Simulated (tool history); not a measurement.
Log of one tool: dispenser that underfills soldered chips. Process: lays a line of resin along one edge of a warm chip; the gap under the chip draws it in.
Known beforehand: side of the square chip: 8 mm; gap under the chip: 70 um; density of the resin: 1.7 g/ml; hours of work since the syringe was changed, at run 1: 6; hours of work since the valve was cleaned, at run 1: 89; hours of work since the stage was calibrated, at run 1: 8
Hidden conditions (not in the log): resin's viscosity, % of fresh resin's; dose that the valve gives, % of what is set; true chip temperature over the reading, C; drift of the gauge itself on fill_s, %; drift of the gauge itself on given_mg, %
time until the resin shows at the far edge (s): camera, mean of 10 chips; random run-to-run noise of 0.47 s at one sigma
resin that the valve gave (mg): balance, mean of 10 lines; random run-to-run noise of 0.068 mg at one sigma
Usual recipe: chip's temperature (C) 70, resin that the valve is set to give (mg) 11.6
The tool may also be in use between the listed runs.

| run | hour | chip's temperature (C) | resin that the valve is set to give (mg) | hours of work since the syringe was changed | hours of work since the valve was cleaned | hours of work since the stage was calibrated | time until the resin shows at the far edge (s) | resin that the valve gave (mg) |
|---|---|---|---|---|---|---|---|---|
| 1 | 0 | 70 | 11.6 | 6 | 89 | 8 | 53.6 | 11.03 |
|  | 3.9 | new syringe of resin |
| 2 | 6.6 | 70 | 11.6 | 2 | 93 | 13 | 40.2 | 10.96 |
| 3 | 11.5 | 70 | 11.6 | 5 | 97 | 16 | 50.5 | 10.96 |
|  | 16.8 | new syringe of resin |
| 4 | 18.1 | 70 | 11.6 | 1 | 101 | 21 | 38.2 | 10.81 |
|  | 21.7 | dispensing valve cleaned and set on the balance |
| 5 | 24.8 | 70 | 11.6 | 5 | 2 | 25 | 49.3 | 11.58 |
|  | 30.4 | new syringe of resin |
| 6 | 31 | 59 | 11.6 | 0 | 6 | 29 | 54.6 | 11.53 |
| 7 | 37.6 | 78 | 14.6 | 5 | 11 | 34 | 37.5 | 14.42 |
| 8 | 42 | 81 | 12.4 | 8 | 14 | 37 | 41.8 | 12.29 |
|  | 43.2 | new syringe of resin |
| 9 | 47.5 | 62 | 11.4 | 3 | 18 | 40 | 57 | 11.27 |
| 10 | 50.5 | 69 | 10.6 | 5 | 20 | 42 | 52.4 | 10.45 |
|  | 55.7 | new syringe of resin |
| 11 | 55.7 | 69 | 10.6 | 0 | 23 | 46 | 38.4 | 10.43 |
| 12 | 61.3 | 72 | 14.6 | 4 | 27 | 50 | 42.2 | 14.39 |

Branching from run 12: 4 alternative next runs. What would each branch give?
| A | 66.2 | 73 | 13.6 | 7 | 31 | 53 | ? | ? |
| B | 66.2 | 64 | 11.1 | 7 | 31 | 53 | ? | ? |
| C | 66.2 | 70 | 11.6 | 7 | 31 | 53 | ? | ? |
| D | 66.2 | 62 | 13.2 | 7 | 31 | 53 | ? | ? |

| run | time until the resin shows at the far edge (s) | resin that the valve gave (mg) |
|---|---|---|
| A | 51.3 | 13.21 |
| B | 70.9 | 10.91 |
| C | 58.4 | 11.45 |
| D | 74.3 | 12.93 |
Stripped of hidden state, with their random variation kept, the same runs would have yielded:
| run | time until the resin shows at the far edge (s) | resin that the valve gave (mg) |
|---|---|---|
| A | 32.3 | 13.49 |
| B | 44.5 | 11.14 |
| C | 36.8 | 11.7 |
| D | 46.7 | 13.21 |
